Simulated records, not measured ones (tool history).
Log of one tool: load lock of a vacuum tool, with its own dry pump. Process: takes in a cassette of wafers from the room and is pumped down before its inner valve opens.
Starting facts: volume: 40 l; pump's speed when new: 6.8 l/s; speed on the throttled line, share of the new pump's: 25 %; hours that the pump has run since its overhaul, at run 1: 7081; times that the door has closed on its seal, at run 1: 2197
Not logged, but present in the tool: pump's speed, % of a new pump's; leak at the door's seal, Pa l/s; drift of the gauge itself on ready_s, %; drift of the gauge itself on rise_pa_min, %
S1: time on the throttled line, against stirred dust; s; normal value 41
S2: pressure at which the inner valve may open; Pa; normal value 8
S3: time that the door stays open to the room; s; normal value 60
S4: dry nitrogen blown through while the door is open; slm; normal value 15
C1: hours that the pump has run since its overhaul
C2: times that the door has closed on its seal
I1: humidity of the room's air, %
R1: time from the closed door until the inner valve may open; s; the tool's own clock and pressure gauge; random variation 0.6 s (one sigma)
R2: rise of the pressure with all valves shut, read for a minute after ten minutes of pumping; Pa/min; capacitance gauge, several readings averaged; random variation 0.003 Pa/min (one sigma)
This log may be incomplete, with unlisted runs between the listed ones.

| run | hour | S1 | S2 | S3 | S4 | C1 | C2 | I1 | R1 | R2 |
|---|---|---|---|---|---|---|---|---|---|---|
| 1 | 0 | 41 | 8 | 60 | 15 | 7081 | 2197 | 43.6 | 90.5 | 0.06 |
| 2 | 84.1 | 41 | 8 | 60 | 11 | 7165 | 2446 | 43 | 92.4 | 0.053 |
| 3 | 154.9 | 41 | 8 | 60 | 11 | 7236 | 2655 | 46.7 | 91.6 | 0.057 |
| 4 | 203.2 | 41 | 8 | 60 | 11 | 7285 | 2798 | 43 | 91.7 | 0.057 |
| 5 | 308.2 | 41 | 8 | 60 | 11 | 7390 | 3109 | 48.3 | 91 | 0.063 |
| 6 | 377.4 | 41 | 8 | 60 | 11 | 7459 | 3313 | 45.7 | 91.6 | 0.064 |
| 7 | 488.3 | 41 | 8 | 60 | 11 | 7570 | 3642 | 44.8 | 92.5 | 0.061 |
| 8 | 601 | 41 | 8 | 60 | 15 | 7682 | 3975 | 45.5 | 91.9 | 0.061 |
| 9 | 649 | 41 | 8 | 60 | 15 | 7730 | 4117 | 46.2 | 91.6 | 0.062 |
| 10 | 724.8 | 41 | 8 | 60 | 15 | 7806 | 4342 | 46.3 | 92.4 | 0.066 |
| 11 | 804.2 | 73 | 13 | 60 | 15 | 7885 | 4576 | 40.7 | 112.3 | 0.059 |
| 12 | 888 | 73 | 13 | 60 | 15 | 7969 | 4824 | 45.7 | 112.1 | 0.064 |
| 13 | 964.1 | 24 | 11 | 181 | 40 | 8045 | 5050 | 43.1 | 77.1 | 0.084 |
| 14 | 1040.5 | 67 | 15 | 45 | 15 | 8122 | 5276 | 45.8 | 107 | 0.059 |
| 15 | 1093.7 | 50 | 14 | 71 | 11 | 8175 | 5433 | 46.7 | 95.1 | 0.082 |
| 16 | 1164.3 | 50 | 9 | 150 | 11 | 8246 | 5642 | 46.4 | 97.5 | 0.123 |
| 17 | 1262.1 | 75 | 9 | 150 | 10 | 8343 | 5932 | 43.7 | 116.5 | 0.119 |
| 18 | 1349 | 75 | 9 | 150 | 10 | 8430 | 6189 | 43.2 | 116.8 | 0.119 |

What if the next run were any one of these 4? Each begins from the tool's condition after run 18:
| A | 1449.8 | 75 | 9 | 150 | 20 | 8531 | 6487 | 44.9 | ? | ? |
| B | 1449.8 | 24 | 9 | 150 | 30 | 8531 | 6487 | 44.3 | ? | ? |
| C | 1449.8 | 41 | 11 | 60 | 15 | 8531 | 6487 | 44.8 | ? | ? |
| D | 1449.8 | 41 | 8 | 60 | 15 | 8531 | 6487 | 48.5 | ? | ? |

| run | R1 | R2 |
|---|---|---|
| A | 116.8 | 0.108 |
| B | 78.2 | 0.093 |
| C | 90.8 | 0.071 |
| D | 92.8 | 0.081 |
The same runs, with their run-to-run variation unchanged, on a tool lacking any hidden condition would have given:
| run | R1 | R2 |
|---|---|---|
| A | 112.2 | 0.082 |
| B | 72.2 | 0.067 |
| C | 85.5 | 0.045 |
| D | 87.2 | 0.055 |
